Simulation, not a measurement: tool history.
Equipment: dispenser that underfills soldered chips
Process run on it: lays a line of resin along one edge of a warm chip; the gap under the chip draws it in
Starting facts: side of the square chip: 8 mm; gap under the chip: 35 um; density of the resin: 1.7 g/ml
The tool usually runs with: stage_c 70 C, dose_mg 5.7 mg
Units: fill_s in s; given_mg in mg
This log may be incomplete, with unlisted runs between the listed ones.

| run | hour | stage_c | dose_mg | fill_s | given_mg |
|---|---|---|---|---|---|
| 1 | 0 | 70 | 5.7 | 121.5 | 5.53 |
| 2 | 8.1 | 70 | 5.7 | 202.9 | 5.5 |
|  | 9.3 | new syringe of resin |
| 3 | 15.3 | 70 | 5.7 | 176 | 5.41 |
|  | 18.6 | new syringe of resin |
| 4 | 20.8 | 70 | 5.7 | 138.3 | 5.42 |
| 5 | 26.9 | 61 | 5.7 | 297.3 | 5.43 |
|  | 28.5 | new syringe of resin |
| 6 | 32.6 | 61 | 5.7 | 233 | 5.36 |
|  | 37.8 | new syringe of resin |
| 7 | 39.4 | 61 | 5.7 | 201 | 5.32 |
| 8 | 44.9 | 61 | 5.7 | 277.6 | 5.34 |
|  | 47.7 | new syringe of resin |
| 9 | 51.9 | 61 | 5.7 | 234.2 | 5.35 |
|  | 57 | new syringe of resin |
| 10 | 57.6 | 61 | 5.7 | 185.9 | 5.29 |
| 11 | 61.5 | 61 | 5.7 | 243.3 | 5.26 |
|  | 66.6 | new syringe of resin |
| 12 | 66.7 | 70 | 5 | 132 | 4.63 |
| 13 | 70.7 | 77 | 6.46 | 120.2 | 5.97 |
|  | 75.7 | dispensing valve cleaned and set on the balance |
|  | 76.8 | new syringe of resin |
| 14 | 77.9 | 77 | 7.37 | 95.4 | 7.34 |

Same runs, no hidden state in the tool, same run-to-run variation:
What the log doesn't record here: resin's viscosity, % of fresh resin's; dose that the valve gives, % of what is set; true chip temperature over the reading, C; drift of the gauge itself on fill_s, %; drift of the gauge itself on given_mg, %.
| run | fill_s | given_mg |
|---|---|---|
| 1 | 114 | 5.73 |
| 2 | 115.9 | 5.73 |
| 3 | 114.6 | 5.67 |
| 4 | 115.8 | 5.69 |
| 5 | 171 | 5.73 |
| 6 | 169.5 | 5.68 |
| 7 | 171.5 | 5.66 |
| 8 | 169 | 5.7 |
| 9 | 170.2 | 5.73 |
| 10 | 165.8 | 5.7 |
| 11 | 170.5 | 5.68 |
| 12 | 119.5 | 5.01 |
| 13 | 86.7 | 6.48 |
| 14 | 84.6 | 7.35 |
